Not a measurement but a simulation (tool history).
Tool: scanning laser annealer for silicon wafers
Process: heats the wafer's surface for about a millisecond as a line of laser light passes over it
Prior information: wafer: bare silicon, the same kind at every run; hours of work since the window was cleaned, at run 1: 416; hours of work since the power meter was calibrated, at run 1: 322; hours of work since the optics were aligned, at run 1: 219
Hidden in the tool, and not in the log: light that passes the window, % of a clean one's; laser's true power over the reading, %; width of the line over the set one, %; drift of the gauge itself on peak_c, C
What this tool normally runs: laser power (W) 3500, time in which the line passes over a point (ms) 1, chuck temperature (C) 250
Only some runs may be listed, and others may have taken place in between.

| run | hour | laser power (W) | time in which the line passes over a point (ms) | chuck temperature (C) | hours of work since the window was cleaned | hours of work since the power meter was calibrated | hours of work since the optics were aligned | highest temperature of the surface (C) |
|---|---|---|---|---|---|---|---|---|
| 1 | 0 | 3500 | 1 | 250 | 416 | 322 | 219 | 991 |
| 2 | 22.7 | 3500 | 1 | 250 | 429 | 336 | 233 | 988 |
| 3 | 37.1 | 3500 | 1 | 250 | 437 | 344 | 241 | 985 |
| 4 | 48.3 | 3500 | 1 | 289 | 444 | 351 | 248 | 1027 |
| 5 | 71.7 | 3500 | 1 | 289 | 458 | 364 | 261 | 1025 |
| 6 | 95.7 | 3500 | 1 | 289 | 472 | 378 | 276 | 1023 |
| 7 | 110.4 | 3500 | 1 | 289 | 480 | 387 | 284 | 1023 |
| 8 | 131.1 | 3500 | 1 | 289 | 492 | 399 | 296 | 1021 |
| 9 | 144.5 | 3500 | 1 | 254 | 500 | 407 | 304 | 989 |
| 10 | 169 | 3442 | 1.23 | 237 | 515 | 421 | 318 | 1036 |
|  | 175.8 | optics aligned, line set to its width |
| 11 | 189.8 | 3615 | 1.08 | 252 | 524 | 431 | 8 | 1031 |
| 12 | 211.5 | 2995 | 0.82 | 215 | 537 | 443 | 21 | 783 |
|  | 238.4 | optics aligned, line set to its width, once more |
| 13 | 238.4 | 3040 | 1 | 232 | 549 | 456 | 0 | 870 |
| 14 | 262.6 | 3500 | 1.15 | 284 | 564 | 470 | 14 | 1068 |
| 15 | 275.2 | 3500 | 1.15 | 284 | 571 | 478 | 22 | 1068 |
|  | 288.2 | window over the wafer cleaned |
| 16 | 288.4 | 3595 | 0.86 | 259 | 0 | 484 | 28 | 982 |
| 17 | 302.7 | 3595 | 0.86 | 259 | 9 | 493 | 37 | 982 |

Consider 4 possible next runs. They are alternatives, not a sequence: every one starts from the tool as it was left by run 17. What does each give?
| A | 326.4 | 3343 | 0.86 | 259 | 22 | 507 | 50 | ? |
| B | 326.4 | 3620 | 0.86 | 259 | 22 | 507 | 50 | ? |
| C | 326.4 | 3595 | 0.8 | 259 | 22 | 507 | 50 | ? |
| D | 326.4 | 3439 | 0.86 | 259 | 22 | 507 | 50 | ? |

| run | highest temperature of the surface (C) |
|---|---|
| A | 930 |
| B | 982 |
| C | 956 |
| D | 950 |
What these runs would have given with no unlogged condition in the tool:
| run | highest temperature of the surface (C) |
|---|---|
| A | 936 |
| B | 989 |
| C | 962 |
| D | 956 |
